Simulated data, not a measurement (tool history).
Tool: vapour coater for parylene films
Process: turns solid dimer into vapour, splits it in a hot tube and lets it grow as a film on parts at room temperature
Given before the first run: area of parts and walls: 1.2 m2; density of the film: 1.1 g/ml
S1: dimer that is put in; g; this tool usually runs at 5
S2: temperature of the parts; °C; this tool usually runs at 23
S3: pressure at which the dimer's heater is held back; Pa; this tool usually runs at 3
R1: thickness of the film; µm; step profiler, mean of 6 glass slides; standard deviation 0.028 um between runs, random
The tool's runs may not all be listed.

run	hour	S1	S2	S3	R1
1	0	5	23	3	2.48
2	24.6	5	27	3	2.23
3	53	5	23	3	2.44
4	71.3	5	23	3	2.44
5	91.1	5	23	3	2.46
6	110.3	5	23	3	2.46
7	139.1	5	23	3	2.38
8	166.9	5	23	3	2.38
9	180.3	5	23	2.61	2.45
10	205.9	3	23	3	1.47
11	221.6	3	23	3	1.41
12	249.9	3	23	6.87	1.31
13	268.2	5	15	3	2.83
14	295.7	5	23	3	2.34
# hour 312.3: trap's valve overhauled
15	319	5	23	3	2.48
16	347.9	5	23	3	2.44
17	371	5	23	3	2.47
18	384.1	5	23	3	2.45
19	399.7	5	23	3	2.51
20	417	5	23	3	2.45
21	444.9	5	23	3	2.43
22	465.8	5	23	3	2.41
23	493.8	5	23	3	2.47
24	521	5	23	3	2.43
25	541.8	4	27	2.18	1.86
26	570.9	4	27	2.18	1.85
27	588	7	23	2.67	3.46
28	615.4	2	18	2.42	1.08
29	643.4	3	22	6.89	1.37
30	672.7	3	22	6.89	1.37
31	692.4	3	22	6.89	1.37
32	705.4	5	16	2.47	2.97
33	722.2	9	19	10.78	4.1
34	747.3	2	32	5.66	0.73
35	764.2	7	21	3	3.51
36	786.3	3	24	3.76	1.4
37	813.1	3	24	8.38	1.22
38	836.6	3	18	6.68	1.41
39	853.4	6	18	2.11	3.34
40	879.8	2	19	8.92	0.92
41	893.6	2	16	8.92	0.98
42	922.8	2	16	8.92	0.97
43	936.1	2	16	8.92	0.99
44	956.3	2	16	8.92	0.93
45	982.8	8	16	8.92	3.85
46	996.4	8	16	8.92	3.86
47	1010.6	3	25	8.92	1.2

4 options for the next run, each taken on its own from the tool as it stands now. Forecast them:
# hour 1019: trap's valve overhauled
A	1044.5	3	18	8.92	?
# hour 1019: trap's valve overhauled
B	1044.5	4	16	3	?
# hour 1019: trap's valve overhauled
C	1044.5	5	32	3	?
# hour 1019: trap's valve overhauled
D	1044.5	8	23	3	?

run	R1
A	1.45
B	2.35
C	2.04
D	3.91
Without the tool's hidden state the same runs would have given:
run	R1
A	1.49
B	2.41
C	2.1
D	4.01
